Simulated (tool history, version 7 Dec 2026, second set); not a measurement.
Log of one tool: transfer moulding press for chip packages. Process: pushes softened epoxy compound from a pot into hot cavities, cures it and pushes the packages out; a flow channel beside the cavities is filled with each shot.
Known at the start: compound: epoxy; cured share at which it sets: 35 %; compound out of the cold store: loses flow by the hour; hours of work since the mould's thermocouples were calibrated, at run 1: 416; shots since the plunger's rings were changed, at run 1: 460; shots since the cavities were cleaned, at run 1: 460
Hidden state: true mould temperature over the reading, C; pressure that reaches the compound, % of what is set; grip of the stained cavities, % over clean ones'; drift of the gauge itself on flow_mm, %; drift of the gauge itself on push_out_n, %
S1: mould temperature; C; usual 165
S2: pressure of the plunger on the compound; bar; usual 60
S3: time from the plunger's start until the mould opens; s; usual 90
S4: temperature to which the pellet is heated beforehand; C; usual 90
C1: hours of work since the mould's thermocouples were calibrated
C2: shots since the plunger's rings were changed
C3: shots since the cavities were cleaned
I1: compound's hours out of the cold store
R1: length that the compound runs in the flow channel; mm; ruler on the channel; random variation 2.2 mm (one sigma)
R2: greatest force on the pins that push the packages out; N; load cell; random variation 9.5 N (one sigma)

run	hour	S1	S2	S3	S4	C1	C2	C3	I1	R1	R2
1	0	165	60	90	90	416	460	460	40.7	529	605
2	10.2	165	60	90	90	424	624	624	19.8	549	622
3	28	165	60	90	88	438	911	911	21.3	548	654
# hour 31.4: cavities cleaned with cleaning compound and waxed
4	44.3	165	60	90	88	449	1148	207	24.2	545	536
5	57.3	165	60	90	88	459	1358	417	42.7	523	603
6	72.4	172	45.4	108	95	471	1601	660	36.8	438	571
7	83.8	172	45.4	95	91	480	1785	844	47.1	429	571
# hour 91.4: cavities cleaned with cleaning compound and waxed
8	102.1	163	70.3	90	90	493	2054	172	14.8	597	579
9	119.6	163	70.3	90	90	506	2337	455	13	602	639
10	136.2	171	71.9	90	88	519	2604	722	14.6	571	564

5 ways to go on from here, each from the tool as it stands after run 10. What would each give?
# hour 150: cavities cleaned with cleaning compound and waxed
A	150.5	165	51.2	116	82	529	2809	8	24.9	?	?
# hour 150: cavities cleaned with cleaning compound and waxed
B	150.5	160	52.6	90	90	529	2809	8	13.6	?	?
# hour 150: cavities cleaned with cleaning compound and waxed
C	150.5	165	45.3	90	100	529	2809	8	39.9	?	?
# hour 150: cavities cleaned with cleaning compound and waxed
D	150.5	160	72.4	90	97	529	2809	8	42.6	?	?
# hour 150: cavities cleaned with cleaning compound and waxed
E	150.5	171	57.9	86	88	529	2809	8	41.3	?	?

run	R1	R2
A	493	370
B	527	573
C	448	413
D	587	548
E	487	386
Without the tool's hidden state the same runs would have given:
run	R1	R2
A	512	365
B	547	587
C	465	414
D	610	560
E	505	381
